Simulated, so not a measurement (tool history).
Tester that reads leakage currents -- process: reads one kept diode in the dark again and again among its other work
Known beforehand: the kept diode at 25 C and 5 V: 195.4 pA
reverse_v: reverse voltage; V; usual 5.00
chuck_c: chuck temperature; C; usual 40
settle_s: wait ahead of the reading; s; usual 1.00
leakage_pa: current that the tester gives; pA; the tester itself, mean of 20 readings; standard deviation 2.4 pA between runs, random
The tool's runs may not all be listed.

| run | hour | reverse_v | chuck_c | settle_s | leakage_pa |
|---|---|---|---|---|---|
| 1 | 0.0 | 5.00 | 40 | 1.00 | 775.01 |
| 2 | 102.0 | 5.00 | 40 | 1.00 | 773.02 |
| 3 | 183.3 | 5.00 | 40 | 1.00 | 767.90 |
| 4 | 306.9 | 10.89 | 40 | 1.00 | 1100.63 |
| 5 | 367.7 | 10.89 | 40 | 1.00 | 1098.17 |
| 6 | 474.5 | 15.50 | 40 | 1.00 | 1284.62 |
| 7 | 577.7 | 5.00 | 40 | 1.00 | 748.82 |
| 8 | 696.5 | 5.00 | 40 | 1.00 | 749.16 |
| 9 | 787.0 | 5.00 | 40 | 1.00 | 743.96 |
| 10 | 847.5 | 5.00 | 40 | 1.00 | 742.05 |
| 11 | 915.0 | 5.00 | 40 | 1.00 | 740.19 |
| 12 | 1002.3 | 5.00 | 40 | 1.00 | 733.37 |
| 13 | 1057.8 | 5.00 | 40 | 1.00 | 732.84 |
| 14 | 1129.9 | 5.00 | 40 | 1.00 | 733.89 |
| 15 | 1244.1 | 5.00 | 40 | 1.00 | 721.95 |
| 16 | 1337.9 | 5.00 | 40 | 0.77 | 725.49 |
| 17 | 1439.5 | 5.00 | 40 | 0.77 | 716.50 |
| 18 | 1559.8 | 5.00 | 40 | 0.77 | 713.04 |
| 19 | 1639.1 | 5.00 | 40 | 0.77 | 709.03 |
| 20 | 1754.2 | 5.00 | 40 | 0.77 | 706.81 |
|  | 1800.9 | chuck's temperature calibrated |
| 21 | 1817.4 | 12.72 | 39 | 7.94 | 975.66 |
| 22 | 1945.9 | 5.00 | 34 | 3.06 | 393.63 |
| 23 | 2021.1 | 5.00 | 34 | 3.06 | 392.78 |
|  | 2059.9 | tester calibrated |
| 24 | 2152.4 | 5.00 | 58 | 6.78 | 3118.25 |
|  | 2163.4 | chuck's temperature calibrated, once more |
|  | 2208.3 | probe card cleaned and baked |
| 25 | 2280.3 | 15.78 | 29 | 6.78 | 493.89 |
| 26 | 2385.4 | 1.18 | 54 | 2.13 | 1309.70 |
| 27 | 2509.6 | 1.74 | 31 | 4.16 | 209.70 |
| 28 | 2619.5 | 10.20 | 31 | 0.41 | 483.46 |
| 29 | 2691.4 | 10.20 | 31 | 0.41 | 478.62 |
| 30 | 2774.3 | 1.44 | 25 | 2.31 | 106.50 |
| 31 | 2865.8 | 1.44 | 25 | 2.31 | 105.27 |
| 32 | 2944.2 | 1.44 | 25 | 2.31 | 104.69 |
| 33 | 3036.1 | 1.44 | 23 | 2.31 | 85.46 |
| 34 | 3091.8 | 1.44 | 23 | 2.31 | 85.32 |
| 35 | 3169.0 | 1.44 | 44 | 5.34 | 594.31 |
| 36 | 3261.2 | 1.44 | 44 | 5.34 | 590.57 |
| 37 | 3365.3 | 6.10 | 25 | 1.00 | 202.21 |
| 38 | 3430.4 | 19.49 | 21 | 0.41 | 246.29 |
| 39 | 3555.3 | 1.92 | 21 | 0.70 | 78.34 |
| 40 | 3667.4 | 1.92 | 52 | 0.70 | 1299.45 |

Run by run, hidden condition taken away, random variation retained:
The tool's hidden condition here consists of: stray current of the dirty probe card, pA a volt; current scale over the true one, %; true chuck temperature over the reading, C; drift of the gauge itself on leakage_pa, %.
| run | leakage_pa |
|---|---|
| 1 | 785.82 |
| 2 | 789.01 |
| 3 | 787.43 |
| 4 | 1136.25 |
| 5 | 1137.45 |
| 6 | 1337.69 |
| 7 | 784.55 |
| 8 | 790.58 |
| 9 | 789.42 |
| 10 | 790.17 |
| 11 | 791.23 |
| 12 | 787.91 |
| 13 | 790.14 |
| 14 | 794.88 |
| 15 | 786.94 |
| 16 | 795.21 |
| 17 | 789.99 |
| 18 | 791.85 |
| 19 | 790.92 |
| 20 | 793.99 |
| 21 | 1120.23 |
| 22 | 457.44 |
| 23 | 458.71 |
| 24 | 3563.19 |
| 25 | 493.03 |
| 26 | 1314.57 |
| 27 | 212.22 |
| 28 | 492.22 |
| 29 | 489.33 |
| 30 | 109.64 |
| 31 | 109.05 |
| 32 | 109.03 |
| 33 | 89.56 |
| 34 | 89.74 |
| 35 | 624.06 |
| 36 | 623.40 |
| 37 | 216.03 |
| 38 | 263.05 |
| 39 | 84.88 |
| 40 | 1399.53 |
